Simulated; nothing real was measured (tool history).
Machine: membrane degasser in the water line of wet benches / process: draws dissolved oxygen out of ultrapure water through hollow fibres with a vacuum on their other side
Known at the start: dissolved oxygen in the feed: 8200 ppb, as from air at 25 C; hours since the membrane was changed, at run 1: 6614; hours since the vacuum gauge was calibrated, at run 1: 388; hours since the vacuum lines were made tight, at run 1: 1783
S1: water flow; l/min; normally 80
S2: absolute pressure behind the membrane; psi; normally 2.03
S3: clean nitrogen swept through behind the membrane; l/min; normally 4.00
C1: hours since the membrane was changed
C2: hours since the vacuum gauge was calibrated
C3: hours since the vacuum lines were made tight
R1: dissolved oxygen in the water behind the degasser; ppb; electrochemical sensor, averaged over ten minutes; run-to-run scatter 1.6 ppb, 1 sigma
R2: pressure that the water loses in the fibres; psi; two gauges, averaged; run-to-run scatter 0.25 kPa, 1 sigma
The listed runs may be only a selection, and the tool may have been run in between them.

{"run": 1, "hour": 0.0, "S1": 80, "S2": 2.03, "S3": 4.0, "C1": 6614, "C2": 388, "C3": 1783, "R1": 464.7, "R2": 9.776}
{"run": 2, "hour": 220.7, "S1": 80, "S2": 2.03, "S3": 4.0, "C1": 6834, "C2": 608, "C3": 2003, "R1": 466.6, "R2": 9.831}
{"run": 3, "hour": 466.6, "S1": 80, "S2": 2.03, "S3": 4.0, "C1": 7080, "C2": 854, "C3": 2249, "R1": 463.1, "R2": 9.778}
{"run": 4, "hour": 715.3, "S1": 80, "S2": 2.03, "S3": 10.22, "C1": 7329, "C2": 1103, "C3": 2498, "R1": 203.8, "R2": 9.855}
{"run": 5, "hour": 856.7, "S1": 80, "S2": 2.03, "S3": 10.22, "C1": 7470, "C2": 1244, "C3": 2639, "R1": 205.1, "R2": 9.852}
{"run": 6, "hour": 1135.4, "S1": 122, "S2": 1.86, "S3": 1.74, "C1": 7749, "C2": 1523, "C3": 2918, "R1": 1086.6, "R2": 15.022}
{"run": 7, "hour": 1301.5, "S1": 114, "S2": 1.35, "S3": 1.74, "C1": 7915, "C2": 1689, "C3": 3084, "R1": 695.3, "R2": 14.092}
{"run": 8, "hour": 1558.7, "S1": 87, "S2": 1.86, "S3": 1.74, "C1": 8172, "C2": 1946, "C3": 3341, "R1": 863.5, "R2": 10.772}
{"run": 9, "hour": 1718.4, "S1": 74, "S2": 2.44, "S3": 6.48, "C1": 8332, "C2": 2106, "C3": 3501, "R1": 354.9, "R2": 9.114}
{"run": 10, "hour": 2001.2, "S1": 74, "S2": 2.44, "S3": 6.48, "C1": 8615, "C2": 2389, "C3": 3784, "R1": 358.0, "R2": 9.188}

Alternative continuations, all from the tool just after run 10; predict every row:
{"run": "A", "hour": 2253.8, "S1": 67, "S2": 3.38, "S3": 11.65, "C1": 8867, "C2": 2641, "C3": 4037, "R1": "?", "R2": "?"}
{"run": "B", "hour": 2253.8, "S1": 74, "S2": 3.76, "S3": 6.48, "C1": 8867, "C2": 2641, "C3": 4037, "R1": "?", "R2": "?"}
{"run": "C", "hour": 2253.8, "S1": 80, "S2": 3.13, "S3": 5.16, "C1": 8867, "C2": 2641, "C3": 4037, "R1": "?", "R2": "?"}

run=A R1=276.7 R2=8.309
run=B R1=575.5 R2=9.087
run=C R1=615.4 R2=9.912
Stripped of hidden state, with their random variation kept, the same runs would have yielded:
run=A R1=273.9 R2=8.064
run=B R1=571.0 R2=8.818
run=C R1=610.0 R2=9.620
